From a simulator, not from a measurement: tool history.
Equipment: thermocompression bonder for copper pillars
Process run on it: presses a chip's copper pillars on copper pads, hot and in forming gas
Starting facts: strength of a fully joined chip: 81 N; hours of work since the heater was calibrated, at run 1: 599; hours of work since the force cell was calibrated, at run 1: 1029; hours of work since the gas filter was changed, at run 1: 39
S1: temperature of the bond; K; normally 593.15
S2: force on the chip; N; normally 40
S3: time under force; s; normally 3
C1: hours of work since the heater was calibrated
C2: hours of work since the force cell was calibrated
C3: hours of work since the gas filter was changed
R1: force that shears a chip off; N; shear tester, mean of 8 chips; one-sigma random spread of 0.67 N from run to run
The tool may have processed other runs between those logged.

Run 1, hour 0.0: usual settings; C1 599; C2 1029; C3 39. Result: R1 45.0 N.
Run 2, hour 51.9: usual settings; C1 637; C2 1067; C3 77. Result: R1 46.1 N.
Run 3, hour 117.4: usual settings but S1 581.15 K; C1 685; C2 1116; C3 125. Result: R1 42.8 N.
Run 4, hour 167.9: usual settings but S1 581.15 K; C1 722; C2 1153; C3 162. Result: R1 39.9 N.
At hour 184.2: forming gas filter changed.
Run 5, hour 222.2: usual settings but S3 7 s; C1 762; C2 1192; C3 28. Result: R1 57.8 N.
Run 6, hour 278.0: usual settings but S3 7 s; C1 803; C2 1233; C3 69. Result: R1 58.4 N.
Run 7, hour 362.0: usual settings; C1 864; C2 1295; C3 131. Result: R1 45.3 N.
Run 8, hour 407.0: usual settings; C1 898; C2 1328; C3 164. Result: R1 44.1 N.
At hour 426.0: forming gas filter changed.
Run 9, hour 480.4: usual settings but S3 2 s; C1 951; C2 1382; C3 40. Result: R1 40.5 N.
Run 10, hour 538.3: usual settings but S3 2 s; C1 994; C2 1424; C3 82. Result: R1 41.1 N.
Run 11, hour 593.1: usual settings but S2 36 N, S3 2 s; C1 1034; C2 1465; C3 123. Result: R1 38.0 N.
At hour 660.2: heater calibrated with a thermocouple chip.
Run 12, hour 660.2: usual settings but S2 36 N, S3 2 s; C1 0; C2 1512; C3 171. Result: R1 38.6 N.
At hour 667.8: forming gas filter changed.
Run 13, hour 713.5: usual settings but S2 36 N, S3 2 s; C1 39; C2 1551; C3 34. Result: R1 37.1 N.
Run 14, hour 756.3: usual settings but S3 2 s; C1 70; C2 1583; C3 65. Result: R1 39.2 N.
Run 15, hour 803.6: usual settings but S3 2 s; C1 105; C2 1617; C3 100. Result: R1 40.1 N.
Run 16, hour 875.0: usual settings but S3 2 s; C1 157; C2 1670; C3 152. Result: R1 39.3 N.
At hour 904.0: forming gas filter changed.
Run 17, hour 941.2: usual settings but S3 2 s; C1 206; C2 1718; C3 27. Result: R1 39.2 N.
At hour 978.7: force cell calibrated.
Run 18, hour 979.0: usual settings; C1 232; C2 0; C3 54. Result: R1 46.0 N.
Run 19, hour 1052.8: usual settings; C1 287; C2 54; C3 108. Result: R1 46.8 N.
Run 20, hour 1091.6: usual settings; C1 315; C2 83; C3 137. Result: R1 43.6 N.
Run 21, hour 1126.7: usual settings but S1 603.15 K, S2 35 N, S3 6 s; C1 341; C2 109; C3 163. Result: R1 55.7 N.
At hour 1141.0: forming gas filter changed.
Run 22, hour 1182.6: usual settings but S1 595.15 K, S2 35 N, S3 5 s; C1 382; C2 149; C3 31. Result: R1 49.7 N.
Run 23, hour 1254.8: usual settings but S1 608.15 K, S2 25 N, S3 5 s; C1 435; C2 203; C3 84. Result: R1 48.2 N.
Run 24, hour 1299.1: usual settings but S1 590.15 K, S2 39 N, S3 5 s; C1 467; C2 235; C3 116. Result: R1 50.6 N.
Run 25, hour 1352.7: usual settings but S1 590.15 K, S2 39 N, S3 5 s; C1 507; C2 274; C3 156. Result: R1 51.1 N.
At hour 1378.0: forming gas filter changed.
Run 26, hour 1408.7: usual settings but S1 588.15 K, S2 39 N, S3 5 s; C1 547; C2 315; C3 23. Result: R1 50.7 N.
Run 27, hour 1469.2: usual settings but S1 565.15 K, S2 47 N; C1 592; C2 360; C3 67. Result: R1 38.7 N.
Run 28, hour 1505.5: usual settings but S2 55 N, S3 7 s; C1 619; C2 386; C3 94. Result: R1 63.9 N.
Run 29, hour 1577.8: usual settings but S2 55 N, S3 7 s; C1 672; C2 440; C3 147. Result: R1 64.0 N.
At hour 1615.1: forming gas filter changed.
Run 30, hour 1623.7: usual settings but S1 570.15 K, S2 35 N; C1 705; C2 473; C3 6. Result: R1 34.1 N.
Run 31, hour 1677.8: usual settings but S1 592.15 K, S2 36 N, S3 2 s; C1 745; C2 513; C3 46. Result: R1 37.4 N.
Run 32, hour 1739.1: usual settings but S1 592.15 K, S2 36 N, S3 2 s; C1 790; C2 558; C3 91. Result: R1 38.0 N.
Run 33, hour 1785.3: usual settings but S1 613.15 K, S2 49 N; C1 824; C2 592; C3 125. Result: R1 56.9 N.
Run 34, hour 1846.8: usual settings but S1 604.15 K, S2 32 N, S3 7 s; C1 869; C2 637; C3 170. Result: R1 57.7 N.
At hour 1854.0: forming gas filter changed.
Run 35, hour 1919.1: usual settings but S1 603.15 K, S2 29 N; C1 922; C2 690; C3 48. Result: R1 42.9 N.
Run 36, hour 1986.3: usual settings but S1 608.15 K, S2 50 N; C1 971; C2 739; C3 97. Result: R1 56.0 N.
Run 37, hour 2037.4: usual settings but S1 608.15 K, S2 50 N; C1 1009; C2 777; C3 135. Result: R1 56.0 N.
At hour 2092.1: forming gas filter changed.
Run 38, hour 2093.5: usual settings but S1 609.15 K, S2 29 N; C1 1050; C2 817; C3 1. Result: R1 45.3 N.
At hour 2142.3: heater calibrated with a thermocouple chip.
Run 39, hour 2156.9: usual settings but S3 4 s; C1 11; C2 863; C3 46. Result: R1 49.2 N.
Run 40, hour 2221.6: usual settings but S3 4 s; C1 58; C2 910; C3 94. Result: R1 50.3 N.

Branching from run 40: 3 alternative next runs. What would each branch give?
Run A, hour 2270.0: usual settings but S2 25 N; C1 94; C2 946; C3 129. Result: R1 ?.
Run B, hour 2270.0: usual settings but S1 572.15 K; C1 94; C2 946; C3 129. Result: R1 ?.
Run C, hour 2270.0: usual settings but S1 602.15 K, S2 27 N, S3 4 s; C1 94; C2 946; C3 129. Result: R1 ?.

run    R1
  A  35.7
  B  37.3
  C  45.1
Stripped of hidden state, with their random variation kept, the same runs would have yielded:
run    R1
  A  35.6
  B  37.2
  C  45.1

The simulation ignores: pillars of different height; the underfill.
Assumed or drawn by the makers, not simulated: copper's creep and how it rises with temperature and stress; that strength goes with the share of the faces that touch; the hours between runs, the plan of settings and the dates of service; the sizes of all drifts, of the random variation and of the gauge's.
